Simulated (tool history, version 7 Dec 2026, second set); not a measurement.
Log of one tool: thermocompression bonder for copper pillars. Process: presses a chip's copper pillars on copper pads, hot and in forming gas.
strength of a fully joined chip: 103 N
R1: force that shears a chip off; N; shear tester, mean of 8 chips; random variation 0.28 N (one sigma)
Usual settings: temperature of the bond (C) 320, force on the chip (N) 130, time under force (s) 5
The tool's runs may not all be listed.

run 1 hour=0 | temperature_of_the_bond_(C)=320 force_on_the_chip_(N)=130 time_under_force_(s)=5 | R1=58
run 2 hour=25.8 | temperature_of_the_bond_(C)=320 force_on_the_chip_(N)=130 time_under_force_(s)=5 | R1=58
run 3 hour=55.2 | temperature_of_the_bond_(C)=320 force_on_the_chip_(N)=130 time_under_force_(s)=5 | R1=57.4
run 4 hour=93.3 | temperature_of_the_bond_(C)=320 force_on_the_chip_(N)=130 time_under_force_(s)=5 | R1=56.9
run 5 hour=114.6 | temperature_of_the_bond_(C)=320 force_on_the_chip_(N)=130 time_under_force_(s)=5 | R1=56.3
run 6 hour=139.6 | temperature_of_the_bond_(C)=320 force_on_the_chip_(N)=130 time_under_force_(s)=5 | R1=56.8
run 7 hour=170.8 | temperature_of_the_bond_(C)=320 force_on_the_chip_(N)=130 time_under_force_(s)=5 | R1=55.8
-- hour=178.5 forming gas filter changed
run 8 hour=195.5 | temperature_of_the_bond_(C)=320 force_on_the_chip_(N)=130 time_under_force_(s)=5 | R1=62.9
run 9 hour=232.6 | temperature_of_the_bond_(C)=320 force_on_the_chip_(N)=130 time_under_force_(s)=5 | R1=62.7
run 10 hour=265.1 | temperature_of_the_bond_(C)=320 force_on_the_chip_(N)=108 time_under_force_(s)=5 | R1=53.5
run 11 hour=294.2 | temperature_of_the_bond_(C)=320 force_on_the_chip_(N)=108 time_under_force_(s)=14 | R1=71.6
run 12 hour=332.4 | temperature_of_the_bond_(C)=320 force_on_the_chip_(N)=108 time_under_force_(s)=14 | R1=71.8
run 13 hour=350.3 | temperature_of_the_bond_(C)=320 force_on_the_chip_(N)=130 time_under_force_(s)=5 | R1=61
-- hour=354.4 force cell calibrated
run 14 hour=379.4 | temperature_of_the_bond_(C)=320 force_on_the_chip_(N)=130 time_under_force_(s)=5 | R1=58.4
run 15 hour=420.1 | temperature_of_the_bond_(C)=320 force_on_the_chip_(N)=130 time_under_force_(s)=5 | R1=58.5
run 16 hour=456.7 | temperature_of_the_bond_(C)=320 force_on_the_chip_(N)=99 time_under_force_(s)=5 | R1=45.7
run 17 hour=473.3 | temperature_of_the_bond_(C)=320 force_on_the_chip_(N)=130 time_under_force_(s)=4 | R1=53.4
run 18 hour=503 | temperature_of_the_bond_(C)=320 force_on_the_chip_(N)=130 time_under_force_(s)=4 | R1=52.9
run 19 hour=521.7 | temperature_of_the_bond_(C)=320 force_on_the_chip_(N)=130 time_under_force_(s)=5 | R1=57
run 20 hour=544 | temperature_of_the_bond_(C)=320 force_on_the_chip_(N)=130 time_under_force_(s)=5 | R1=57
run 21 hour=571.2 | temperature_of_the_bond_(C)=320 force_on_the_chip_(N)=130 time_under_force_(s)=5 | R1=56.8
run 22 hour=600 | temperature_of_the_bond_(C)=320 force_on_the_chip_(N)=130 time_under_force_(s)=5 | R1=56.5
run 23 hour=628.8 | temperature_of_the_bond_(C)=305 force_on_the_chip_(N)=152 time_under_force_(s)=5 | R1=53.3
run 24 hour=649 | temperature_of_the_bond_(C)=305 force_on_the_chip_(N)=152 time_under_force_(s)=5 | R1=53.2
-- hour=683 forming gas filter changed
run 25 hour=683 | temperature_of_the_bond_(C)=296 force_on_the_chip_(N)=188 time_under_force_(s)=5 | R1=63.5
run 26 hour=709.7 | temperature_of_the_bond_(C)=333 force_on_the_chip_(N)=179 time_under_force_(s)=3 | R1=75.9
run 27 hour=748.8 | temperature_of_the_bond_(C)=333 force_on_the_chip_(N)=179 time_under_force_(s)=3 | R1=76.3
run 28 hour=775.6 | temperature_of_the_bond_(C)=335 force_on_the_chip_(N)=135 time_under_force_(s)=5 | R1=72.4
run 29 hour=814 | temperature_of_the_bond_(C)=335 force_on_the_chip_(N)=135 time_under_force_(s)=5 | R1=71.7
run 30 hour=848.8 | temperature_of_the_bond_(C)=305 force_on_the_chip_(N)=135 time_under_force_(s)=5 | R1=52.7

Forecast run 31:
run 31 hour=870.2 | temperature_of_the_bond_(C)=321 force_on_the_chip_(N)=129 time_under_force_(s)=5 | R1=?

Run 31 gave R1 60.5 N.
Without the tool's hidden state the same run would have given R1 60 N.
